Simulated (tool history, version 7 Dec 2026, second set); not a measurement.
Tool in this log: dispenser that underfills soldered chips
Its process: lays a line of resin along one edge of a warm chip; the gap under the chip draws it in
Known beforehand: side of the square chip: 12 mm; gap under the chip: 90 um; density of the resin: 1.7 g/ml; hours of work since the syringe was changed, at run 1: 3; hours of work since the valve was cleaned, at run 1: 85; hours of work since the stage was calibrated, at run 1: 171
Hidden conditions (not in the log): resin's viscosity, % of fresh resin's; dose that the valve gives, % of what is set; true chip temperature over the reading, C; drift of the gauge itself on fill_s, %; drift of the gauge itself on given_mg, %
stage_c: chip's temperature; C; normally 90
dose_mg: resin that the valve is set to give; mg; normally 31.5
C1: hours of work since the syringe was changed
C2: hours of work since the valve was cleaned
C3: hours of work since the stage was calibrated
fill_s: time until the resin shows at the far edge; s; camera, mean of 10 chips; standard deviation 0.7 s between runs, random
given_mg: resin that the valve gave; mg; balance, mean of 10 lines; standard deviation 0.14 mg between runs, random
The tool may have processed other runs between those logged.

Run 1, hour 0: usual settings; C1 3; C2 85; C3 171. Result: fill_s 77.1 s, given_mg 29.32 mg.
At hour 5.5: new syringe of resin.
At hour 11.3: dispensing valve cleaned and set on the balance.
Run 2, hour 13.4: usual settings; C1 5; C2 2; C3 181. Result: fill_s 95.5 s, given_mg 31.53 mg.
At hour 14.5: new syringe of resin.
At hour 22.5: new syringe of resin.
Run 3, hour 29: usual settings but stage_c 99 C; C1 5; C2 14; C3 193. Result: fill_s 72.7 s, given_mg 31.46 mg.
At hour 31.4: new syringe of resin.
At hour 40: new syringe of resin.
Run 4, hour 44.6: usual settings but dose_mg 34.2 mg; C1 4; C2 25; C3 204. Result: fill_s 82.7 s, given_mg 33.58 mg.
At hour 48.6: new syringe of resin.
At hour 57.3: new syringe of resin.
Run 5, hour 57.3: usual settings but dose_mg 34.2 mg; C1 0; C2 35; C3 214. Result: fill_s 60.4 s, given_mg 33.24 mg.
At hour 65.7: new syringe of resin.
Run 6, hour 71.6: usual settings but stage_c 97 C; C1 5; C2 46; C3 225. Result: fill_s 73.8 s, given_mg 30.4 mg.
At hour 74.4: new syringe of resin.
At hour 82.5: new syringe of resin.
Run 7, hour 87.8: usual settings but stage_c 97 C; C1 4; C2 58; C3 237. Result: fill_s 69.5 s, given_mg 30.07 mg.
At hour 91.1: new syringe of resin.
At hour 99.9: new syringe of resin.
Run 8, hour 101.9: usual settings but dose_mg 27.6 mg; C1 2; C2 69; C3 248. Result: fill_s 71.9 s, given_mg 26.08 mg.
At hour 108.4: new syringe of resin.
Run 9, hour 109.8: usual settings but dose_mg 27.6 mg; C1 1; C2 75; C3 254. Result: fill_s 70.3 s, given_mg 25.8 mg.
At hour 117: new syringe of resin.
At hour 125.7: new syringe of resin.
Run 10, hour 125.9: usual settings but dose_mg 33.6 mg; C1 0; C2 87; C3 266. Result: fill_s 58.9 s, given_mg 31.17 mg.
At hour 133.8: dispensing valve cleaned and set on the balance.
Run 11, hour 133.8: usual settings but dose_mg 33.6 mg; C1 6; C2 0; C3 272. Result: fill_s 95.6 s, given_mg 33.48 mg.
At hour 135.1: new syringe of resin.
At hour 143.5: new syringe of resin.
Run 12, hour 149.2: usual settings but dose_mg 33.6 mg; C1 5; C2 12; C3 284. Result: fill_s 87.9 s, given_mg 33.37 mg.
At hour 151.8: new syringe of resin.
At hour 160: new syringe of resin.
Run 13, hour 161.7: usual settings but dose_mg 33.6 mg; C1 1; C2 21; C3 293. Result: fill_s 66.2 s, given_mg 32.96 mg.
At hour 168: new syringe of resin.
Run 14, hour 173.6: usual settings but dose_mg 33.6 mg; C1 4; C2 30; C3 302. Result: fill_s 86.7 s, given_mg 32.74 mg.
At hour 176.7: new syringe of resin.
Run 15, hour 182.8: usual settings but dose_mg 33.6 mg; C1 5; C2 37; C3 309. Result: fill_s 89.5 s, given_mg 32.71 mg.
At hour 185.4: new syringe of resin.
At hour 193.5: new syringe of resin.
Run 16, hour 196.7: usual settings but dose_mg 27.8 mg; C1 3; C2 48; C3 320. Result: fill_s 76.5 s, given_mg 26.97 mg.
At hour 202.7: new syringe of resin.
Run 17, hour 208.6: usual settings but stage_c 95 C, dose_mg 27.8 mg; C1 5; C2 57; C3 329. Result: fill_s 78.2 s, given_mg 26.63 mg.
At hour 210.8: new syringe of resin.
At hour 218.7: new syringe of resin.
Run 18, hour 223.1: usual settings but stage_c 82 C; C1 3; C2 68; C3 340. Result: fill_s 104.5 s, given_mg 30.15 mg.
At hour 226.9: new syringe of resin.
At hour 235.7: new syringe of resin.
Run 19, hour 237.8: usual settings but stage_c 82 C; C1 2; C2 79; C3 351. Result: fill_s 92.3 s, given_mg 29.39 mg.
At hour 244.2: new syringe of resin.
Run 20, hour 247.8: usual settings but stage_c 81 C, dose_mg 29.3 mg; C1 3; C2 87; C3 359. Result: fill_s 103.6 s, given_mg 27.21 mg.
At hour 252.8: new syringe of resin.
At hour 257.1: dispensing valve cleaned and set on the balance.
Run 21, hour 257.1: usual settings but stage_c 78 C, dose_mg 31.4 mg; C1 3; C2 0; C3 365. Result: fill_s 108.2 s, given_mg 31.51 mg.
At hour 262.9: new syringe of resin.
Run 22, hour 266.2: usual settings but stage_c 104 C, dose_mg 38.2 mg; C1 3; C2 7; C3 372. Result: fill_s 46.1 s, given_mg 38.09 mg.
At hour 272: new syringe of resin.
Run 23, hour 275.8: usual settings but stage_c 96 C, dose_mg 36.9 mg; C1 3; C2 14; C3 379. Result: fill_s 60.8 s, given_mg 36.42 mg.
At hour 280.3: new syringe of resin.
At hour 288.4: new syringe of resin.
Run 24, hour 291.9: usual settings but dose_mg 36.6 mg; C1 3; C2 27; C3 392. Result: fill_s 72 s, given_mg 36.17 mg.
At hour 297.4: new syringe of resin.
At hour 305.9: new syringe of resin.
Run 25, hour 306.1: usual settings but stage_c 87 C, dose_mg 36.6 mg; C1 0; C2 37; C3 403. Result: fill_s 62.9 s, given_mg 35.38 mg.
At hour 314.5: new syringe of resin.
Run 26, hour 318.5: usual settings but stage_c 100 C, dose_mg 30.3 mg; C1 3; C2 47; C3 412. Result: fill_s 56.7 s, given_mg 29.29 mg.
At hour 323.2: new syringe of resin.
Run 27, hour 327.2: usual settings but dose_mg 29.8 mg; C1 3; C2 54; C3 419. Result: fill_s 78.9 s, given_mg 28.7 mg.
At hour 331.4: new syringe of resin.
At hour 340: new syringe of resin.
Run 28, hour 342.9: usual settings but stage_c 92 C, dose_mg 33.7 mg; C1 2; C2 66; C3 431. Result: fill_s 65.3 s, given_mg 32.23 mg.
At hour 348.5: new syringe of resin.
At hour 356.7: new syringe of resin.
Run 29, hour 357.8: usual settings but stage_c 92 C, dose_mg 34.9 mg; C1 1; C2 77; C3 442. Result: fill_s 57.3 s, given_mg 32.94 mg.
At hour 365: new syringe of resin.
Run 30, hour 372: usual settings but stage_c 88 C, dose_mg 33.9 mg; C1 6; C2 88; C3 453. Result: fill_s 95.9 s, given_mg 31.68 mg.
At hour 373.6: new syringe of resin.
At hour 379.4: dispensing valve cleaned and set on the balance.
Run 31, hour 379.8: usual settings but stage_c 88 C, dose_mg 35.1 mg; C1 4; C2 0; C3 458. Result: fill_s 84.3 s, given_mg 35.09 mg.
At hour 383.3: new syringe of resin.
Run 32, hour 388.4: usual settings but stage_c 93 C, dose_mg 28.2 mg; C1 4; C2 7; C3 465. Result: fill_s 78.2 s, given_mg 28 mg.
At hour 391.8: new syringe of resin.
At hour 400.2: new syringe of resin.
Run 33, hour 401.3: usual settings but stage_c 93 C, dose_mg 28.2 mg; C1 1; C2 17; C3 474. Result: fill_s 57.9 s, given_mg 27.65 mg.

Run by run, hidden condition taken away, random variation retained:
run  fill_s  given_mg
  1    62.6     31.53
  2    62.3     31.57
  3    48.3      31.8
  4    63.1     34.27
  5    62.8      34.2
  6    51.2     31.57
  7    50.1     31.56
  8    65.4     27.62
  9    65.4     27.48
 10    61.1     33.51
 11    62.5     33.41
 12    63.2     33.64
 13    62.2     33.48
 14    62.3     33.47
 15      62     33.62
 16    64.9     27.98
 17    54.8     27.85
 18    82.6      31.8
 19    83.6     31.29
 20    86.4     29.14
 21      94     31.49
 22      40     38.27
 23    50.8     36.79
 24    61.6     36.88
 25      68     36.38
 26    47.1     30.37
 27    64.6     29.91
 28    58.3     33.93
 29    58.2     35.01
 30    65.9     33.97
 31    66.4     35.17
 32    59.9     28.21
 33    59.1     28.07
